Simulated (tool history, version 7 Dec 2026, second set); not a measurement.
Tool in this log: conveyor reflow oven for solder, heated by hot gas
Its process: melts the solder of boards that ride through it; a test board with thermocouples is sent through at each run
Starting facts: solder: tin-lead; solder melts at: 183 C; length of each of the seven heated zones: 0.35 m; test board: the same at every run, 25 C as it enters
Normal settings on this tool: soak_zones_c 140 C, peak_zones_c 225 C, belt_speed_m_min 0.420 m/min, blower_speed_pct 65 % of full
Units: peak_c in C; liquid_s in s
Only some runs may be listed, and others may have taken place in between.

run     day  soak_zones_c  peak_zones_c  belt_speed_m_min  blower_speed_pct  peak_c  liquid_s
  1   0.000           140           225             0.420                65   208.1      64.3
  2   1.929           140           225             0.420                65   207.6      62.8
  3   5.025           140           225             0.395                65   210.0      71.3
  4   6.721           140           225             0.395                65   209.7      70.9
  5   9.571           140           225             0.395                65   209.9      70.8
     11.558  -- thermocouples of zones 6 and 7 changed
  6  12.604           140           225             0.395                65   207.4      68.9
     15.208  -- flux residue cleaned out of gas plates and filters
  7  15.304           140           225             0.395                65   207.0      66.6
  8  16.708           140           225             0.395                65   207.2      66.5
  9  19.583           140           225             0.420                65   205.4      59.8
 10  21.304           140           225             0.420                65   204.9      60.9
 11  22.912           140           225             0.420                65   204.9      59.4
     24.238  -- flux residue cleaned out of gas plates and filters, once more
 12  25.183           140           223             0.420                65   204.9      59.9
 13  26.608           131           225             0.420                65   204.7      55.1
 14  28.288           140           225             0.420                63   205.7      61.7
 15  29.975           140           225             0.420                63   206.4      61.8
 16  32.488           140           225             0.420                63   206.1      62.1
 17  35.117           142           223             0.487                65   200.3      43.4
 18  37.142           142           223             0.487                65   200.0      43.7
 19  39.892           130           222             0.489                65   195.7      32.7
     40.862  -- flux residue cleaned out of gas plates and filters
 20  41.821           148           235             0.420                65   217.3      80.2
 21  43.871           148           235             0.420                65   217.7      80.4
 22  46.558           151           216             0.352                65   206.0      87.0
 23  48.483           151           233             0.464                71   214.5      70.4
 24  49.904           147           233             0.343                71   222.1     106.2
 25  52.271           147           233             0.343                71   222.2     106.2
 26  55.025           140           225             0.409                61   206.7      65.4
     57.533  -- flux residue cleaned out of gas plates and filters
 27  57.825           140           225             0.409                76   211.4      71.9
 28  59.229           140           216             0.420                53   197.5      46.9
 29  60.833           140           216             0.420                53   197.6      46.3

Each row is a separate what-if for the run after 29, all from the same tool condition, not one after another. Results?
  A  62.650           140           225             0.422                75       ?         ?
  B  62.650           140           225             0.420                86       ?         ?
  C  62.650           136           216             0.443                75       ?         ?

run  peak_c  liquid_s
  A   209.5      68.6
  B   212.2      70.9
  C   200.3      48.4
Without the tool's hidden state the same runs would have given:
run  peak_c  liquid_s
  A   208.1      65.2
  B   210.8      67.6
  C   198.9      44.8

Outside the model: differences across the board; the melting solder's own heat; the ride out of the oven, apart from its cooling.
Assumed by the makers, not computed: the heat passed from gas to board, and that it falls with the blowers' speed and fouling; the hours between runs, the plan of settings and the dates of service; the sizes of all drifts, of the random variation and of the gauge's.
